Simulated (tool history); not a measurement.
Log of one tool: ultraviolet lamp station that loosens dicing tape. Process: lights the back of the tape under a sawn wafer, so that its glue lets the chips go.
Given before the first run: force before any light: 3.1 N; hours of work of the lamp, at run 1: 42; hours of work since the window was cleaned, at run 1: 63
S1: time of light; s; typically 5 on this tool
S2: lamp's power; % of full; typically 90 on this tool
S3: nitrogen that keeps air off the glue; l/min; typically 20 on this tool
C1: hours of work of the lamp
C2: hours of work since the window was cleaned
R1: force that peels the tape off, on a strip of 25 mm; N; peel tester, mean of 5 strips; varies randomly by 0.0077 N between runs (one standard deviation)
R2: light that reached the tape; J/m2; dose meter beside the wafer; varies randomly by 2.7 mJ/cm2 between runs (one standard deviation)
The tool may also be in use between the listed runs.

run 1 hour=0 | S1=5 S2=90 S3=20 | C1=42 C2=63 | R1=0.312 R2=3470
run 2 hour=9.4 | S1=5 S2=90 S3=20 | C1=46 C2=68 | R1=0.311 R2=3440
run 3 hour=16.7 | S1=5 S2=90 S3=20 | C1=49 C2=71 | R1=0.314 R2=3420
run 4 hour=26.3 | S1=5 S2=90 S3=20 | C1=54 C2=76 | R1=0.321 R2=3440
run 5 hour=34.4 | S1=6 S2=90 S3=20 | C1=58 C2=79 | R1=0.246 R2=4100
run 6 hour=39.9 | S1=5 S2=90 S3=20 | C1=60 C2=82 | R1=0.307 R2=3470
run 7 hour=48.4 | S1=5 S2=90 S3=11 | C1=64 C2=86 | R1=0.449 R2=3410
run 8 hour=57.1 | S1=5 S2=90 S3=20 | C1=68 C2=90 | R1=0.325 R2=3410
run 9 hour=64 | S1=5 S2=61 S3=20 | C1=71 C2=93 | R1=0.585 R2=2250
run 10 hour=72.9 | S1=5 S2=61 S3=20 | C1=76 C2=97 | R1=0.575 R2=2330
run 11 hour=82.6 | S1=5 S2=61 S3=20 | C1=80 C2=102 | R1=0.593 R2=2330
run 12 hour=93.1 | S1=5 S2=61 S3=20 | C1=85 C2=107 | R1=0.569 R2=2300
-- hour=94.6 window cleaned of glue's vapour
run 13 hour=98.5 | S1=5 S2=61 S3=20 | C1=87 C2=2 | R1=0.571 R2=2290
run 14 hour=109.9 | S1=5 S2=80 S3=15 | C1=92 C2=7 | R1=0.441 R2=2970
run 15 hour=116.9 | S1=5 S2=80 S3=15 | C1=96 C2=10 | R1=0.472 R2=2890
-- hour=123.7 window cleaned of glue's vapour, once more
run 16 hour=128.6 | S1=5 S2=80 S3=15 | C1=101 C2=2 | R1=0.418 R2=3100
run 17 hour=136.9 | S1=2 S2=80 S3=21 | C1=105 C2=6 | R1=1.176 R2=1220
run 18 hour=145.6 | S1=2 S2=86 S3=17 | C1=109 C2=10 | R1=1.182 R2=1310
run 19 hour=151.4 | S1=6 S2=90 S3=20 | C1=111 C2=13 | R1=0.251 R2=4150
run 20 hour=159.5 | S1=6 S2=95 S3=20 | C1=115 C2=17 | R1=0.234 R2=4360

Alternative continuations, all from the tool just after run 20; predict every row:
run A hour=165.2 | S1=5 S2=82 S3=20 | C1=118 C2=19 | R1=? R2=?
run B hour=165.2 | S1=5 S2=90 S3=22 | C1=118 C2=19 | R1=? R2=?
run C hour=165.2 | S1=6 S2=86 S3=25 | C1=118 C2=19 | R1=? R2=?
run D hour=165.2 | S1=5 S2=64 S3=11 | C1=118 C2=19 | R1=? R2=?

run=A R1=0.373 R2=3140
run=B R1=0.307 R2=3410
run=C R1=0.236 R2=3880
run=D R1=0.689 R2=2420
Had the tool no hidden state, the same runs would have come out as:
run=A R1=0.34 R2=3330
run=B R1=0.281 R2=3610
run=C R1=0.22 R2=4120
run=D R1=0.636 R2=2570
